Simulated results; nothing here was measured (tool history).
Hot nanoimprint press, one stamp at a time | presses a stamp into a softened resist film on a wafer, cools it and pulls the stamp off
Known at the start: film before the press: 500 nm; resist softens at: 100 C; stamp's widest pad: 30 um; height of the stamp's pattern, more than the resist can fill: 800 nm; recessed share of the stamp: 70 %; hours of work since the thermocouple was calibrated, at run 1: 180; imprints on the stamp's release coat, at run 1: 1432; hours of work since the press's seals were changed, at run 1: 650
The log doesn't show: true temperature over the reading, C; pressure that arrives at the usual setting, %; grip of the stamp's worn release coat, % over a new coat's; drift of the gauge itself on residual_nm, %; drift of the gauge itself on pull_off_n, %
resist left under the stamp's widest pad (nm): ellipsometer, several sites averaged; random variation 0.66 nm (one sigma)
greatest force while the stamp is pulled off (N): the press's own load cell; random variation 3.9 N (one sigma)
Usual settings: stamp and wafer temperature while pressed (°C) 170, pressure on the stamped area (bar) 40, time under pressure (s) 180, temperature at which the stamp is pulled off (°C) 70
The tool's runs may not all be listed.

run,hour,stamp and wafer temperature while pressed (°C),pressure on the stamped area (bar),time under pressure (s),temperature at which the stamp is pulled off (°C),hours of work since the thermocouple was calibrated,imprints on the stamp's release coat,hours of work since the press's seals were changed,resist left under the stamp's widest pad (nm),greatest force while the stamp is pulled off (N)
1,0,170,40,180,70,180,1432,650,199.8,244
2,16.2,170,40,180,70,190,1516,660,198.7,259
3,38.4,170,40,180,70,204,1630,675,199.9,266
4,64,170,40,180,70,221,1761,691,200.6,278
5,93.9,170,40,180,70,240,1915,710,201.1,283
6,114.4,170,40,180,70,253,2021,723,202.4,269
# hour 125.8: stamp cleaned and given a new release coat
7,136.3,170,40,180,70,263,54,734,202.2,195
8,157.8,170,40,180,70,277,165,748,202.5,194
9,177.6,170,40,180,70,290,267,760,203.8,206
10,202.4,170,40,180,70,306,394,776,205,207
# hour 211.4: plate thermocouple calibrated
11,224.3,170,40,180,66,8,491,788,194.5,215
12,239.5,170,60.4,180,66,18,570,798,159,223
13,271.2,160,40,180,70,39,732,819,261.1,215
14,298.7,160,40,180,70,56,874,836,263.2,230
15,321.3,159,42.5,180,71,71,990,851,263.1,230
16,344.5,159,42.5,180,71,86,1109,866,266.1,236
17,372.1,159,42.5,180,71,104,1251,884,266.8,242
18,385.5,178,40,102,76,112,1320,892,195,236
19,407,177,50.6,257,77,126,1430,906,124.3,247
20,436.6,177,50.6,257,62,145,1583,925,125,279
21,463.1,173,50.6,233,62,162,1719,942,146.5,276
22,476.9,173,50.6,233,62,171,1790,951,148.1,289
23,503.3,170,62.3,102,68,188,1926,968,200.6,271
24,520.2,170,54.5,180,70,199,2012,979,172.6,287
# hour 531.9: stamp cleaned and given a new release coat
25,557.3,180,40,180,70,219,130,999,151,192
26,582,180,40,180,70,235,258,1015,152.1,202
27,599.8,166,54.3,313,62,246,349,1027,160.3,216

4 ways to go on from here, each from the tool as it stands after run 27. What would each give?
A,628,170,54.3,313,62,265,494,1045,?,?
B,628,176,46.1,313,77,265,494,1045,?,?
C,628,170,34.8,103,75,265,494,1045,?,?
D,628,169,54.3,331,62,265,494,1045,?,?

run,resist left under the stamp's widest pad (nm),greatest force while the stamp is pulled off (N)
A,141.5,216
B,127.7,205
C,262.2,211
D,144.2,230
Without the tool's hidden state the same runs would have given:
run,resist left under the stamp's widest pad (nm),greatest force while the stamp is pulled off (N)
A,127.4,192
B,116.4,183
C,245,188
D,129.8,205
